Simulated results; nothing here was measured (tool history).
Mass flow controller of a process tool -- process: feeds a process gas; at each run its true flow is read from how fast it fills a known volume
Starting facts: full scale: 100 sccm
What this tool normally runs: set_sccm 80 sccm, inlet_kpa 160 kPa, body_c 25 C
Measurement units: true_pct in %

run 1 hour=0.0 | set_sccm=80 inlet_kpa=160 body_c=25 | true_pct=98.41
run 2 hour=383.0 | set_sccm=80 inlet_kpa=160 body_c=25 | true_pct=98.40
run 3 hour=675.2 | set_sccm=80 inlet_kpa=160 body_c=25 | true_pct=98.37
run 4 hour=990.2 | set_sccm=80 inlet_kpa=160 body_c=25 | true_pct=98.43
run 5 hour=1414.8 | set_sccm=80 inlet_kpa=160 body_c=25 | true_pct=98.42
run 6 hour=1806.7 | set_sccm=80 inlet_kpa=160 body_c=25 | true_pct=98.32
run 7 hour=2029.8 | set_sccm=80 inlet_kpa=160 body_c=25 | true_pct=98.18
run 8 hour=2404.9 | set_sccm=80 inlet_kpa=160 body_c=25 | true_pct=98.30
run 9 hour=2738.8 | set_sccm=12 inlet_kpa=234 body_c=28 | true_pct=103.39
-- hour=2964.7 controller's zero set anew
run 10 hour=3068.4 | set_sccm=16 inlet_kpa=160 body_c=20 | true_pct=95.81
run 11 hour=3421.5 | set_sccm=16 inlet_kpa=160 body_c=20 | true_pct=95.80
run 12 hour=3834.2 | set_sccm=16 inlet_kpa=160 body_c=20 | true_pct=95.98
run 13 hour=4031.2 | set_sccm=80 inlet_kpa=239 body_c=29 | true_pct=96.35

How would selected steps in true_pct from run to run divide? Give the signed amount a tool lacking its hidden state would still show from settings, what came in and random variation, and the signed amount left for the hidden state, including any gauge scatter that is not in both of the compared results.
Unlogged tool condition in this case: flow at rest that the sensor doesn't see, % of full scale; true flow over the shown one, %; drift of the gauge itself on true_pct, %.
Run 9 -> 10: set_sccm 12 -> 16, inlet_kpa 234 -> 160, body_c 28 -> 20, controller's zero set anew. true_pct -7.58 %: hidden state -8.43, all else +0.85.
